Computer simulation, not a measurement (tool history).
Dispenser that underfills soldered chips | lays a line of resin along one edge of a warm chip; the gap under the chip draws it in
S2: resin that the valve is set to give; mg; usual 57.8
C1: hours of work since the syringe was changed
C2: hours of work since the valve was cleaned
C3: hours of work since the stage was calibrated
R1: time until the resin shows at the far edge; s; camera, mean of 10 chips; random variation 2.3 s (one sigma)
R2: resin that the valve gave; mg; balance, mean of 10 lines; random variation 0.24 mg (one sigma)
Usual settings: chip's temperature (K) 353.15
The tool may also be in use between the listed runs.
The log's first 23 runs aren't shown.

{"hour": 212.5, "done": "new syringe of resin"}
{"run": 24, "hour": 215.6, "chip's temperature (K)": 346.15, "S2": 57.8, "C1": 2, "C2": 92, "C3": 202, "R1": 321.2, "R2": 54.48}
{"run": 25, "hour": 226.8, "chip's temperature (K)": 346.15, "S2": 57.8, "C1": 11, "C2": 100, "C3": 210, "R1": 510.1, "R2": 54.71}
{"hour": 229.1, "done": "new syringe of resin"}
{"run": 26, "hour": 235.1, "chip's temperature (K)": 346.15, "S2": 57.8, "C1": 4, "C2": 106, "C3": 216, "R1": 348.1, "R2": 54.42}
{"run": 27, "hour": 244.4, "chip's temperature (K)": 350.15, "S2": 55.7, "C1": 11, "C2": 113, "C3": 223, "R1": 440.1, "R2": 51.86}
{"hour": 245.7, "done": "new syringe of resin"}
{"run": 28, "hour": 252.3, "chip's temperature (K)": 343.15, "S2": 72.6, "C1": 5, "C2": 119, "C3": 228, "R1": 402.9, "R2": 67.95}
{"run": 29, "hour": 261.4, "chip's temperature (K)": 367.15, "S2": 68.6, "C1": 12, "C2": 125, "C3": 235, "R1": 233.4, "R2": 63.71}
{"hour": 262.4, "done": "new syringe of resin"}
{"run": 30, "hour": 268.8, "chip's temperature (K)": 345.15, "S2": 57.8, "C1": 5, "C2": 131, "C3": 240, "R1": 377.0, "R2": 53.42}
{"hour": 277.2, "done": "dispensing valve cleaned and set on the balance"}
{"hour": 279.9, "done": "new syringe of resin"}
{"run": 31, "hour": 279.9, "chip's temperature (K)": 359.15, "S2": 49.5, "C1": 0, "C2": 2, "C3": 248, "R1": 170.2, "R2": 49.5}
{"run": 32, "hour": 289.8, "chip's temperature (K)": 361.15, "S2": 56.9, "C1": 7, "C2": 9, "C3": 255, "R1": 235.2, "R2": 56.47}
{"hour": 296.2, "done": "new syringe of resin"}
{"run": 33, "hour": 300.7, "chip's temperature (K)": 361.15, "S2": 56.9, "C1": 3, "C2": 17, "C3": 263, "R1": 188.4, "R2": 56.46}
{"hour": 312.7, "done": "new syringe of resin"}
{"run": 34, "hour": 312.7, "chip's temperature (K)": 366.15, "S2": 57.8, "C1": 0, "C2": 26, "C3": 272, "R1": 132.8, "R2": 56.9}
{"run": 35, "hour": 318.5, "chip's temperature (K)": 352.15, "S2": 71.8, "C1": 4, "C2": 30, "C3": 276, "R1": 271.6, "R2": 70.29}
{"run": 36, "hour": 323.8, "chip's temperature (K)": 353.15, "S2": 73.6, "C1": 8, "C2": 34, "C3": 280, "R1": 328.7, "R2": 72.69}

Forecast each of these 3 alternatives for the next run:
{"hour": 329.1, "done": "new syringe of resin"}
{"run": "A", "hour": 336.6, "chip's temperature (K)": 353.15, "S2": 73.1, "C1": 6, "C2": 43, "C3": 289, "R1": "?", "R2": "?"}
{"hour": 329.1, "done": "new syringe of resin"}
{"run": "B", "hour": 336.6, "chip's temperature (K)": 350.15, "S2": 69.0, "C1": 6, "C2": 43, "C3": 289, "R1": "?", "R2": "?"}
{"hour": 329.1, "done": "new syringe of resin"}
{"run": "C", "hour": 336.6, "chip's temperature (K)": 339.15, "S2": 57.8, "C1": 6, "C2": 43, "C3": 289, "R1": "?", "R2": "?"}

run=A R1=275.0 R2=71.03
run=B R1=308.7 R2=67.14
run=C R1=485.4 R2=56.08
Without the tool's hidden state the same runs would have given:
run=A R1=220.5 R2=72.96
run=B R1=247.8 R2=68.96
run=C R1=390.7 R2=57.61

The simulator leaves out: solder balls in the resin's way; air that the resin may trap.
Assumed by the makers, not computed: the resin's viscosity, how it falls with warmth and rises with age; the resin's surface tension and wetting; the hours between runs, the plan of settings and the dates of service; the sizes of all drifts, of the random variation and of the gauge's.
